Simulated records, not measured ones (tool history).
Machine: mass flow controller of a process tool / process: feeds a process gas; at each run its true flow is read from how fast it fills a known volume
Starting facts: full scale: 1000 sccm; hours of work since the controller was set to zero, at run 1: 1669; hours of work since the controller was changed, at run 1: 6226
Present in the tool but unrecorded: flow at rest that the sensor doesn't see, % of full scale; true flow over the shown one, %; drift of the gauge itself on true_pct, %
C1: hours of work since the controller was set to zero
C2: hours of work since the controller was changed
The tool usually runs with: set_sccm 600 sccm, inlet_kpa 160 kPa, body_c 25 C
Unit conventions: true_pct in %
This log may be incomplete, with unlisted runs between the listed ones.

Run 1, hour 0.0: usual settings; C1 1669; C2 6226. Result: true_pct 100.27 %.
Run 2, hour 359.2: usual settings but set_sccm 454 sccm; C1 1882; C2 6439. Result: true_pct 99.53 %.
Run 3, hour 521.8: usual settings but set_sccm 454 sccm; C1 1978; C2 6535. Result: true_pct 99.40 %.
Run 4, hour 797.0: usual settings but set_sccm 454 sccm; C1 2142; C2 6698. Result: true_pct 99.49 %.
Run 5, hour 1090.2: usual settings but set_sccm 454 sccm; C1 2315; C2 6872. Result: true_pct 99.44 %.
Run 6, hour 1435.1: usual settings; C1 2520; C2 7077. Result: true_pct 100.13 %.
Run 7, hour 1701.6: usual settings; C1 2678; C2 7235. Result: true_pct 100.21 %.
Run 8, hour 1850.0: usual settings but body_c 36 C; C1 2766; C2 7323. Result: true_pct 99.92 %.
Run 9, hour 2092.3: usual settings but inlet_kpa 254 kPa, body_c 36 C; C1 2910; C2 7466. Result: true_pct 99.68 %.
Run 10, hour 2317.9: usual settings but inlet_kpa 254 kPa, body_c 36 C; C1 3043; C2 7600. Result: true_pct 99.53 %.
Run 11, hour 2486.1: usual settings but inlet_kpa 254 kPa, body_c 36 C; C1 3143; C2 7700. Result: true_pct 99.61 %.
Run 12, hour 2685.8: usual settings but inlet_kpa 254 kPa, body_c 36 C; C1 3261; C2 7818. Result: true_pct 99.65 %.
Run 13, hour 2879.4: usual settings but set_sccm 115 sccm, body_c 21 C; C1 3376; C2 7933. Result: true_pct 92.32 %.
Run 14, hour 3211.0: usual settings but set_sccm 230 sccm, inlet_kpa 145 kPa, body_c 40 C; C1 3573; C2 8130. Result: true_pct 95.96 %.
Run 15, hour 3531.0: usual settings but set_sccm 132 sccm, inlet_kpa 156 kPa, body_c 32 C; C1 3763; C2 8319. Result: true_pct 92.39 %.
Run 16, hour 3881.1: usual settings but set_sccm 257 sccm, inlet_kpa 164 kPa, body_c 32 C; C1 3970; C2 8527. Result: true_pct 96.37 %.
Run 17, hour 4066.0: usual settings but set_sccm 257 sccm, inlet_kpa 164 kPa, body_c 32 C; C1 4080; C2 8636. Result: true_pct 96.35 %.
Run 18, hour 4233.6: usual settings but set_sccm 257 sccm, inlet_kpa 164 kPa, body_c 32 C; C1 4179; C2 8736. Result: true_pct 96.15 %.
Run 19, hour 4389.5: usual settings but body_c 26 C; C1 4272; C2 8828. Result: true_pct 99.99 %.
Run 20, hour 4537.9: usual settings but set_sccm 249 sccm, inlet_kpa 147 kPa, body_c 35 C; C1 4360; C2 8916. Result: true_pct 95.85 %.
At hour 4799.6: controller's zero set anew.
Run 21, hour 4820.1: usual settings but set_sccm 230 sccm, inlet_kpa 159 kPa, body_c 21 C; C1 12; C2 9083. Result: true_pct 100.86 %.

Describe how what the log doesn't record of the tool's condition differs between the last listed run preceding each entry between runs and the first listed run following it.
Run 20 -> run 21: controller's zero set anew (hour 4799.6)
  flow at rest that the sensor doesn't see, % of full scale: -1.152 -> -0.016; true flow over the shown one, %: 3.09 -> 3.15
  measured less the result without the state, true_pct: -1.54 -> +3.08 %

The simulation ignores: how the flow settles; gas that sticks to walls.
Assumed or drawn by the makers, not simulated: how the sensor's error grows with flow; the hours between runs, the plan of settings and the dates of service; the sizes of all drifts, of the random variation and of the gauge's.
